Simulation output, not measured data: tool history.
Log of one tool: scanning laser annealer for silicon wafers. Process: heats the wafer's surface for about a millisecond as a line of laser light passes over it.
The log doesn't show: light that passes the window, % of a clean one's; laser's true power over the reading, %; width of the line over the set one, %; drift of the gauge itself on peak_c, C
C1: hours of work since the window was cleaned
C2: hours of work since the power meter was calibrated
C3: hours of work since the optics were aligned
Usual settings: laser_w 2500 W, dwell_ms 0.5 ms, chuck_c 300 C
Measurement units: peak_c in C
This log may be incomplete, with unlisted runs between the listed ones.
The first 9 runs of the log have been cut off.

run 10 hour=75.5 | laser_w=2500 dwell_ms=0.5 chuck_c=317 | C1=34 C2=183 C3=1082 | peak_c=1138.2
run 11 hour=83.4 | laser_w=2500 dwell_ms=0.5 chuck_c=333 | C1=39 C2=188 C3=1087 | peak_c=1156.9
run 12 hour=93.7 | laser_w=2500 dwell_ms=0.5 chuck_c=333 | C1=45 C2=194 C3=1093 | peak_c=1153.3
run 13 hour=99.3 | laser_w=2500 dwell_ms=0.5 chuck_c=300 | C1=49 C2=198 C3=1097 | peak_c=1121
run 14 hour=105.7 | laser_w=2500 dwell_ms=0.5 chuck_c=300 | C1=53 C2=201 C3=1100 | peak_c=1122.2
run 15 hour=111.4 | laser_w=2500 dwell_ms=0.5 chuck_c=300 | C1=56 C2=205 C3=1104 | peak_c=1120.1
run 16 hour=121.3 | laser_w=2500 dwell_ms=0.5 chuck_c=300 | C1=62 C2=211 C3=1110 | peak_c=1120.2
run 17 hour=128.9 | laser_w=2500 dwell_ms=0.5 chuck_c=319 | C1=67 C2=216 C3=1115 | peak_c=1139.7
run 18 hour=139.9 | laser_w=2500 dwell_ms=0.5 chuck_c=319 | C1=74 C2=222 C3=1121 | peak_c=1142.2
run 19 hour=145 | laser_w=2500 dwell_ms=0.5 chuck_c=319 | C1=77 C2=225 C3=1124 | peak_c=1139.3
run 20 hour=152.4 | laser_w=2500 dwell_ms=0.501 chuck_c=281 | C1=81 C2=230 C3=1129 | peak_c=1101.9
run 21 hour=162.9 | laser_w=2310 dwell_ms=0.501 chuck_c=281 | C1=88 C2=236 C3=1135 | peak_c=1040.6
run 22 hour=171.2 | laser_w=2262 dwell_ms=0.467 chuck_c=335 | C1=93 C2=241 C3=1140 | peak_c=1053.2
run 23 hour=180.9 | laser_w=2262 dwell_ms=0.467 chuck_c=335 | C1=99 C2=247 C3=1146 | peak_c=1049.4
run 24 hour=191 | laser_w=2262 dwell_ms=0.467 chuck_c=335 | C1=105 C2=253 C3=1153 | peak_c=1051.6
run 25 hour=198.4 | laser_w=2283 dwell_ms=0.604 chuck_c=300 | C1=109 C2=258 C3=1157 | peak_c=1132.1
run 26 hour=203.9 | laser_w=2212 dwell_ms=0.366 chuck_c=274 | C1=113 C2=261 C3=1160 | peak_c=886
run 27 hour=214.3 | laser_w=2500 dwell_ms=0.5 chuck_c=333 | C1=119 C2=268 C3=1167 | peak_c=1152.7
run 28 hour=220.4 | laser_w=2500 dwell_ms=0.5 chuck_c=333 | C1=123 C2=271 C3=1171 | peak_c=1150.6
run 29 hour=227.5 | laser_w=2500 dwell_ms=0.5 chuck_c=333 | C1=127 C2=276 C3=1175 | peak_c=1152.4
run 30 hour=236.3 | laser_w=2437 dwell_ms=0.393 chuck_c=290 | C1=132 C2=281 C3=1180 | peak_c=990.4
run 31 hour=245.5 | laser_w=2614 dwell_ms=0.5 chuck_c=300 | C1=138 C2=287 C3=1186 | peak_c=1155.2

Predict each of these 5 candidate next runs independently; none follows another, all start after run 31:
run A hour=251.4 | laser_w=2608 dwell_ms=0.458 chuck_c=315 | C1=142 C2=290 C3=1189 | peak_c=?
run B hour=251.4 | laser_w=2733 dwell_ms=0.492 chuck_c=263 | C1=142 C2=290 C3=1189 | peak_c=?
run C hour=251.4 | laser_w=2614 dwell_ms=0.386 chuck_c=300 | C1=142 C2=290 C3=1189 | peak_c=?
run D hour=251.4 | laser_w=2175 dwell_ms=0.409 chuck_c=268 | C1=142 C2=290 C3=1189 | peak_c=?
run E hour=251.4 | laser_w=2500 dwell_ms=0.5 chuck_c=261 | C1=142 C2=290 C3=1189 | peak_c=?

run=A peak_c=1130
run=B peak_c=1147.5
run=C peak_c=1044
run=D peak_c=908.4
run=E peak_c=1079.4
The same runs, with their run-to-run variation unchanged, on a tool lacking any hidden condition would have given:
run=A peak_c=1139.5
run=B peak_c=1157.8
run=C peak_c=1052.7
run=D peak_c=915.9
run=E peak_c=1089

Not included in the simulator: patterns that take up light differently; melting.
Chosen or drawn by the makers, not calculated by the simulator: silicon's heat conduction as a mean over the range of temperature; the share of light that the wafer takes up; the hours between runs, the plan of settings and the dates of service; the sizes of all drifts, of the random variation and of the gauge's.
